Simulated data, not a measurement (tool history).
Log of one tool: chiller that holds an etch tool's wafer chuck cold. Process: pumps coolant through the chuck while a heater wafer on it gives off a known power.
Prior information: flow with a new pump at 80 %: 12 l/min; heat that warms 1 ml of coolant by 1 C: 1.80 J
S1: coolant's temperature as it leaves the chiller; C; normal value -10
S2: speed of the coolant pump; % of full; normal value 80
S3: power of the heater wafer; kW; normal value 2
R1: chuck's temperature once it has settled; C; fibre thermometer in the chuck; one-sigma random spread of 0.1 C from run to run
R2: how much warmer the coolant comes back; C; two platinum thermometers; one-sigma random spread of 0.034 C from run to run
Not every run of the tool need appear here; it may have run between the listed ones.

{"run": 1, "hour": 0.0, "S1": -10, "S2": 80, "S3": 2, "R1": 12.1, "R2": 5.59}
{"run": 2, "hour": 32.8, "S1": -10, "S2": 80, "S3": 2, "R1": 12.3, "R2": 5.57}
{"run": 3, "hour": 63.0, "S1": -10, "S2": 80, "S3": 2, "R1": 12.2, "R2": 5.58}
{"run": 4, "hour": 94.8, "S1": -10, "S2": 80, "S3": 2, "R1": 11.9, "R2": 5.5}
{"run": 5, "hour": 125.8, "S1": -10, "S2": 80, "S3": 2, "R1": 12.2, "R2": 5.56}
{"run": 6, "hour": 152.4, "S1": -10, "S2": 80, "S3": 2, "R1": 12.2, "R2": 5.47}
{"run": 7, "hour": 185.3, "S1": -10, "S2": 80, "S3": 2, "R1": 12.2, "R2": 5.51}
{"run": 8, "hour": 222.0, "S1": -10, "S2": 80, "S3": 2, "R1": 12.3, "R2": 5.45}
{"run": 9, "hour": 263.8, "S1": -6, "S2": 74, "S3": 1.185, "R1": 7.8, "R2": 3.49}
{"run": 10, "hour": 284.7, "S1": -6, "S2": 74, "S3": 1.185, "R1": 7.8, "R2": 3.44}
{"run": 11, "hour": 323.9, "S1": -11, "S2": 80, "S3": 2, "R1": 11, "R2": 5.41}

Alternative continuations, all from the tool just after run 11; predict every row:
{"run": "A", "hour": 364.0, "S1": -5, "S2": 85, "S3": 1.93, "R1": "?", "R2": "?"}
{"run": "B", "hour": 364.0, "S1": -13, "S2": 73, "S3": 2.909, "R1": "?", "R2": "?"}
{"run": "C", "hour": 364.0, "S1": -9, "S2": 80, "S3": 2, "R1": "?", "R2": "?"}
{"run": "D", "hour": 364.0, "S1": -11, "S2": 80, "S3": 2.977, "R1": "?", "R2": "?"}

run=A R1=15.6 R2=4.91
run=B R1=21.1 R2=8.8
run=C R1=13.2 R2=5.35
run=D R1=22.1 R2=8.12
Had the tool no hidden state, the same runs would have come out as:
run=A R1=15.6 R2=5.05
run=B R1=21.1 R2=8.94
run=C R1=13.2 R2=5.49
run=D R1=22.1 R2=8.26

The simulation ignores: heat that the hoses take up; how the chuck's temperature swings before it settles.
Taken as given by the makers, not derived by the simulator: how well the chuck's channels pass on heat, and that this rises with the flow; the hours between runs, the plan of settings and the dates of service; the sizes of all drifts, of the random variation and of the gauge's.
